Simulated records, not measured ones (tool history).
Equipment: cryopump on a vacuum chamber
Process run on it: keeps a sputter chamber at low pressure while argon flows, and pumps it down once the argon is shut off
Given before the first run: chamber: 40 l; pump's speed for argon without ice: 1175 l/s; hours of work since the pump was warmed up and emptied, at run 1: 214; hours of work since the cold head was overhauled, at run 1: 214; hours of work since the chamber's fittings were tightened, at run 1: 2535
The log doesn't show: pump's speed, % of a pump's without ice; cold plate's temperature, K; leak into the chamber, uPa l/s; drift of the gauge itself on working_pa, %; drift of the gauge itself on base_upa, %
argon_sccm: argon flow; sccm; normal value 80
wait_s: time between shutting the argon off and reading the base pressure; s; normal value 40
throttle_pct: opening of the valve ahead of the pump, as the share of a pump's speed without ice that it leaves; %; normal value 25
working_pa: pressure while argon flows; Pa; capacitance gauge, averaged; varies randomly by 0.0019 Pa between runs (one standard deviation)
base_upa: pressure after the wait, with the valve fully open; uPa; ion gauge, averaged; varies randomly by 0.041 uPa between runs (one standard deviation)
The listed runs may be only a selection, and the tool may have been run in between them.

| run | day | argon_sccm | wait_s | throttle_pct | hours of work since the pump was warmed up and emptied | hours of work since the cold head was overhauled | hours of work since the chamber's fittings were tightened | working_pa | base_upa |
|---|---|---|---|---|---|---|---|---|---|
| 1 | 0 | 80 | 40 | 25 | 214 | 214 | 2535 | 0.4653 | 4.72 |
| 2 | 1.058 | 80 | 40 | 25 | 232 | 232 | 2553 | 0.4654 | 4.73 |
| 3 | 2.317 | 80 | 40 | 25 | 253 | 253 | 2574 | 0.4642 | 4.64 |
| 4 | 3.983 | 80 | 40 | 25 | 281 | 281 | 2602 | 0.4684 | 4.66 |
| 5 | 5.5 | 80 | 40 | 25 | 307 | 307 | 2627 | 0.4679 | 4.62 |
| 6 | 6.771 | 80 | 40 | 25 | 328 | 328 | 2649 | 0.4644 | 4.75 |
| 7 | 8.396 | 103 | 40 | 25 | 355 | 355 | 2676 | 0.6016 | 4.68 |
| 8 | 9.925 | 103 | 40 | 25 | 381 | 381 | 2702 | 0.6062 | 4.97 |
| 9 | 11.088 | 80 | 40 | 25 | 401 | 401 | 2721 | 0.4683 | 4.89 |
| 10 | 12.883 | 80 | 40 | 25 | 431 | 431 | 2751 | 0.4735 | 4.83 |
| 11 | 13.617 | 80 | 40 | 29 | 443 | 443 | 2764 | 0.4076 | 4.88 |
| 12 | 15.292 | 60 | 40 | 25 | 471 | 471 | 2792 | 0.3539 | 4.93 |
| 13 | 16.329 | 60 | 92 | 25 | 489 | 489 | 2809 | 0.3545 | 3.8 |
| 14 | 17.479 | 60 | 92 | 25 | 508 | 508 | 2829 | 0.3532 | 3.75 |
| 15 | 19.1 | 80 | 40 | 44 | 535 | 535 | 2856 | 0.2749 | 5.09 |
| 16 | 20.129 | 80 | 40 | 44 | 553 | 553 | 2873 | 0.2743 | 5.11 |
| 17 | 21.379 | 80 | 40 | 25 | 574 | 574 | 2894 | 0.4743 | 5.15 |
| 18 | 22.929 | 61 | 31 | 35 | 600 | 600 | 2920 | 0.261 | 5.71 |
| 19 | 23.692 | 116 | 40 | 37 | 613 | 613 | 2933 | 0.4716 | 4.97 |
| 20 | 25.267 | 84 | 46 | 46 | 639 | 639 | 2960 | 0.279 | 4.97 |

What will run 21 give?
| 21 | 26.467 | 35 | 93 | 43 | 659 | 659 | 2980 | ? | ? |

Run 21 yielded working_pa 0.1243 Pa, base_upa 3.95 uPa.
Had the tool carried no hidden state, the very same run would have given working_pa 0.1172 Pa, base_upa 1.15 uPa.

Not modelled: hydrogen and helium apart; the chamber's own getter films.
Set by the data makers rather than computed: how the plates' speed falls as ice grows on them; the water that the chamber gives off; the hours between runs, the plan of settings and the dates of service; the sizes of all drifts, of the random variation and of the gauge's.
